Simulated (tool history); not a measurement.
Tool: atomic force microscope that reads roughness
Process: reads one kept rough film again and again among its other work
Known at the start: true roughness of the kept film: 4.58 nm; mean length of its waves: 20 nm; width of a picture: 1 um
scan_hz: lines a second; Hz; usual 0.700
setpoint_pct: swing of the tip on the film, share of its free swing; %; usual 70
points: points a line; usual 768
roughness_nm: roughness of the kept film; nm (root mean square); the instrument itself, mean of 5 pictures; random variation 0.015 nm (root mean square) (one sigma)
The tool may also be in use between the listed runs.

Run 1, hour 0.0: usual settings. Result: roughness_nm 3.671 nm (root mean square).
Run 2, hour 57.9: usual settings. Result: roughness_nm 3.645 nm (root mean square).
At hour 88.2: new tip fitted.
Run 3, hour 114.5: usual settings. Result: roughness_nm 3.677 nm (root mean square).
Run 4, hour 157.2: usual settings but points 737. Result: roughness_nm 3.654 nm (root mean square).
At hour 203.1: new tip fitted.
Run 5, hour 203.6: usual settings but scan_hz 1.212 Hz. Result: roughness_nm 3.667 nm (root mean square).
Run 6, hour 245.7: usual settings but scan_hz 1.212 Hz. Result: roughness_nm 3.626 nm (root mean square).
Run 7, hour 284.1: usual settings. Result: roughness_nm 3.649 nm (root mean square).
At hour 321.4: new tip fitted.
Run 8, hour 338.8: usual settings. Result: roughness_nm 3.685 nm (root mean square).
Run 9, hour 397.6: usual settings. Result: roughness_nm 3.699 nm (root mean square).
Run 10, hour 428.0: usual settings. Result: roughness_nm 3.678 nm (root mean square).
At hour 436.5: new tip fitted.
Run 11, hour 461.3: usual settings. Result: roughness_nm 3.685 nm (root mean square).
Run 12, hour 494.3: usual settings. Result: roughness_nm 3.693 nm (root mean square).
Run 13, hour 526.2: usual settings. Result: roughness_nm 3.665 nm (root mean square).
At hour 553.4: new tip fitted.
Run 14, hour 570.2: usual settings. Result: roughness_nm 3.662 nm (root mean square).
Run 15, hour 607.2: usual settings. Result: roughness_nm 3.653 nm (root mean square).
Run 16, hour 647.4: usual settings but setpoint_pct 81 %. Result: roughness_nm 3.615 nm (root mean square).
At hour 668.8: new tip fitted.
Run 17, hour 701.0: usual settings but setpoint_pct 81 %. Result: roughness_nm 3.650 nm (root mean square).
Run 18, hour 755.0: usual settings but setpoint_pct 81 %. Result: roughness_nm 3.619 nm (root mean square).
At hour 787.3: new tip fitted.
Run 19, hour 812.1: usual settings but scan_hz 1.294 Hz, setpoint_pct 81 %. Result: roughness_nm 3.576 nm (root mean square).
Run 20, hour 858.0: usual settings but scan_hz 1.294 Hz, setpoint_pct 81 %, points 980. Result: roughness_nm 3.581 nm (root mean square).
At hour 902.0: new tip fitted.
Run 21, hour 914.9: usual settings but scan_hz 1.294 Hz, setpoint_pct 81 %, points 980. Result: roughness_nm 3.610 nm (root mean square).
Run 22, hour 959.1: usual settings but scan_hz 1.294 Hz, setpoint_pct 81 %, points 980. Result: roughness_nm 3.553 nm (root mean square).
Run 23, hour 1003.1: usual settings but scan_hz 1.294 Hz, setpoint_pct 81 %, points 980. Result: roughness_nm 3.578 nm (root mean square).
At hour 1017.7: new tip fitted.
Run 24, hour 1050.9: usual settings but scan_hz 1.294 Hz, setpoint_pct 81 %, points 980. Result: roughness_nm 3.600 nm (root mean square).
Run 25, hour 1087.6: usual settings but scan_hz 1.294 Hz, setpoint_pct 81 %, points 980. Result: roughness_nm 3.585 nm (root mean square).
At hour 1135.3: new tip fitted.
Run 26, hour 1141.0: usual settings but scan_hz 1.294 Hz, setpoint_pct 81 %, points 980. Result: roughness_nm 3.580 nm (root mean square).
Run 27, hour 1200.8: usual settings but scan_hz 1.294 Hz, setpoint_pct 81 %, points 980. Result: roughness_nm 3.570 nm (root mean square).
At hour 1248.5: new tip fitted.
Run 28, hour 1249.4: usual settings but scan_hz 1.198 Hz, setpoint_pct 86 %, points 301. Result: roughness_nm 3.477 nm (root mean square).
Run 29, hour 1298.2: usual settings but scan_hz 1.198 Hz, setpoint_pct 86 %, points 301. Result: roughness_nm 3.461 nm (root mean square).
Run 30, hour 1340.0: usual settings but scan_hz 1.544 Hz, setpoint_pct 86 %, points 301. Result: roughness_nm 3.421 nm (root mean square).
At hour 1362.6: new tip fitted.
Run 31, hour 1381.5: usual settings but setpoint_pct 74 %, points 341. Result: roughness_nm 3.573 nm (root mean square).
Run 32, hour 1426.8: usual settings but scan_hz 1.753 Hz, setpoint_pct 74 %, points 341. Result: roughness_nm 3.515 nm (root mean square).
Run 33, hour 1474.9: usual settings but scan_hz 0.608 Hz. Result: roughness_nm 3.669 nm (root mean square).
At hour 1480.6: new tip fitted.
Run 34, hour 1520.3: usual settings but scan_hz 1.409 Hz, setpoint_pct 63 %, points 313. Result: roughness_nm 3.592 nm (root mean square).
Run 35, hour 1563.3: usual settings but points 414. Result: roughness_nm 3.637 nm (root mean square).
At hour 1594.9: new tip fitted.
Run 36, hour 1607.8: usual settings but scan_hz 0.689 Hz, points 990. Result: roughness_nm 3.668 nm (root mean square).
Run 37, hour 1649.5: usual settings but points 473. Result: roughness_nm 3.625 nm (root mean square).
Run 38, hour 1692.0: usual settings but scan_hz 0.800 Hz, setpoint_pct 69 %, points 473. Result: roughness_nm 3.634 nm (root mean square).
At hour 1708.2: new tip fitted.
Run 39, hour 1742.6: usual settings but scan_hz 0.787 Hz, setpoint_pct 67 %, points 532. Result: roughness_nm 3.654 nm (root mean square).
Run 40, hour 1786.5: usual settings but scan_hz 0.787 Hz, setpoint_pct 67 %, points 532. Result: roughness_nm 3.644 nm (root mean square).
At hour 1823.2: new tip fitted.
Run 41, hour 1836.6: usual settings but scan_hz 1.643 Hz, setpoint_pct 66 %, points 563. Result: roughness_nm 3.628 nm (root mean square).
Run 42, hour 1876.8: usual settings but scan_hz 3.086 Hz, setpoint_pct 74 %. Result: roughness_nm 3.473 nm (root mean square).
Run 43, hour 1909.3: usual settings but scan_hz 2.172 Hz, setpoint_pct 82 %, points 486. Result: roughness_nm 3.459 nm (root mean square).
At hour 1914.1: height scale calibrated on a step standard.
At hour 1938.9: new tip fitted.
Run 44, hour 1969.8: usual settings but scan_hz 3.304 Hz, setpoint_pct 55 %, points 486. Result: roughness_nm 3.621 nm (root mean square).
Run 45, hour 2016.9: usual settings but scan_hz 1.074 Hz, setpoint_pct 58 %, points 486. Result: roughness_nm 3.643 nm (root mean square).
Run 46, hour 2048.4: usual settings but scan_hz 0.755 Hz, setpoint_pct 57 %. Result: roughness_nm 3.700 nm (root mean square).
At hour 2054.2: new tip fitted.
Run 47, hour 2104.6: usual settings but points 849. Result: roughness_nm 3.685 nm (root mean square).
Run 48, hour 2163.4: usual settings but scan_hz 1.327 Hz, setpoint_pct 56 %, points 459. Result: roughness_nm 3.640 nm (root mean square).
At hour 2168.3: new tip fitted.
Run 49, hour 2213.6: usual settings but scan_hz 0.547 Hz, setpoint_pct 68 %. Result: roughness_nm 3.688 nm (root mean square).
Run 50, hour 2270.5: usual settings but points 348. Result: roughness_nm 3.601 nm (root mean square).

5 ways to go on from here, each from the tool as it stands after run 50. What would each give?
At hour 2283.5: new tip fitted.
Run A, hour 2312.4: usual settings but scan_hz 3.885 Hz, setpoint_pct 61 %, points 747. Result: roughness_nm ?.
At hour 2283.5: new tip fitted.
Run B, hour 2312.4: usual settings but scan_hz 0.901 Hz, setpoint_pct 60 %, points 489. Result: roughness_nm ?.
At hour 2283.5: new tip fitted.
Run C, hour 2312.4: usual settings but scan_hz 1.401 Hz, points 549. Result: roughness_nm ?.
At hour 2283.5: new tip fitted.
Run D, hour 2312.4: usual settings but scan_hz 0.773 Hz, setpoint_pct 86 %, points 492. Result: roughness_nm ?.
At hour 2283.5: new tip fitted.
Run E, hour 2312.4: usual settings but scan_hz 0.856 Hz, setpoint_pct 57 %, points 689. Result: roughness_nm ?.

run  roughness_nm
  A         3.574
  B         3.640
  C         3.650
  D         3.597
  E         3.685
Without the tool's hidden state the same runs would have given:
run  roughness_nm
  A         3.577
  B         3.642
  C         3.653
  D         3.599
  E         3.687
